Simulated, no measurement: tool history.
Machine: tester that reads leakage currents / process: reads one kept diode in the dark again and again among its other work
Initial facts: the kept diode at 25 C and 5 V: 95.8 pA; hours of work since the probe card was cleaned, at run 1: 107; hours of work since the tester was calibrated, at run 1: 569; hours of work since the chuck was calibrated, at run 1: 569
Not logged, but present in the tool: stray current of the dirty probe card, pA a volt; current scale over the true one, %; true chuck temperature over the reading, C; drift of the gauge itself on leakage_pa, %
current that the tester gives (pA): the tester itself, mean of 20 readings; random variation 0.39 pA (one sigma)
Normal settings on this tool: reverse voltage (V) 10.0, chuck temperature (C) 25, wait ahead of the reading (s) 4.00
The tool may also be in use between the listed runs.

run	day	reverse voltage (V)	chuck temperature (C)	wait ahead of the reading (s)	hours of work since the probe card was cleaned	hours of work since the tester was calibrated	hours of work since the chuck was calibrated	current that the tester gives (pA)
1	0.000	10.0	25	4.00	107	569	569	113.81
2	2.700	10.0	25	1.78	135	596	596	114.22
3	7.758	10.0	25	4.00	188	649	649	111.42
4	10.225	10.0	25	4.00	213	674	674	111.22
# day 11.738: chuck's temperature calibrated
5	14.946	10.0	56	4.00	261	722	33	992.55
6	18.733	10.0	56	4.00	300	761	72	986.08
7	24.038	10.0	56	4.00	355	816	127	965.91
8	29.921	10.0	43	4.00	415	876	188	427.61
9	34.346	10.0	43	4.00	461	922	233	424.30
10	38.954	10.0	25	1.69	509	970	281	123.07
11	44.717	10.0	25	4.00	568	1029	340	121.50
# day 45.275: probe card cleaned and baked
12	47.858	10.0	25	0.60	27	1060	371	124.34
13	52.346	10.0	25	0.60	73	1107	418	124.34
14	57.062	10.0	22	0.60	122	1155	466	99.84
# day 58.525: probe card cleaned and baked, once more
15	61.996	10.0	25	4.00	36	1205	516	115.41
16	66.262	10.0	25	4.00	80	1249	560	113.66
17	68.808	10.0	25	4.00	106	1275	586	113.04
18	72.017	10.0	25	4.00	139	1308	620	112.21
19	75.546	10.0	25	4.00	176	1345	656	111.94
# day 78.479: chuck's temperature calibrated
20	81.379	10.0	25	2.23	235	1404	30	128.17
21	85.992	1.0	25	5.54	283	1452	78	46.64
22	91.388	2.9	40	3.14	338	1507	133	207.34
23	96.542	1.1	21	3.14	392	1561	186	35.21
24	101.338	1.8	21	0.73	441	1610	236	43.73
25	104.908	1.8	21	0.73	478	1647	273	43.26
26	110.012	1.8	21	0.73	530	1700	325	42.74
27	115.067	3.2	37	0.63	583	1752	378	168.08
28	120.067	1.3	56	1.74	634	1803	429	379.37
29	122.508	1.3	56	1.74	659	1829	454	376.20
30	125.712	7.9	29	2.77	693	1862	487	140.20
31	130.608	10.0	25	4.00	743	1912	538	115.29
32	133.042	10.0	25	4.00	768	1937	563	114.38
33	138.900	10.0	25	4.00	829	1998	624	113.51
34	143.750	10.0	25	4.00	879	2048	674	112.35
# day 145.200: chuck's temperature calibrated
35	147.738	10.0	25	4.00	919	2088	26	128.15
36	152.942	10.0	25	4.00	973	2142	80	127.21
# day 157.583: tester calibrated
37	158.671	10.0	25	4.00	1031	11	138	128.70
38	161.125	10.0	25	4.00	1056	37	163	127.69
39	165.433	12.8	37	0.57	1101	81	208	331.39

Here are 3 independent what-if runs from the current tool condition. What would each one return?
A	168.704	10.0	25	0.56	1134	115	242	?
B	168.704	1.3	33	4.87	1134	115	242	?
C	168.704	4.3	23	0.95	1134	115	242	?

run	current that the tester gives (pA)
A	130.49
B	90.81
C	76.24
Without the tool's hidden state the same runs would have given:
run	current that the tester gives (pA)
A	134.51
B	94.82
C	79.08
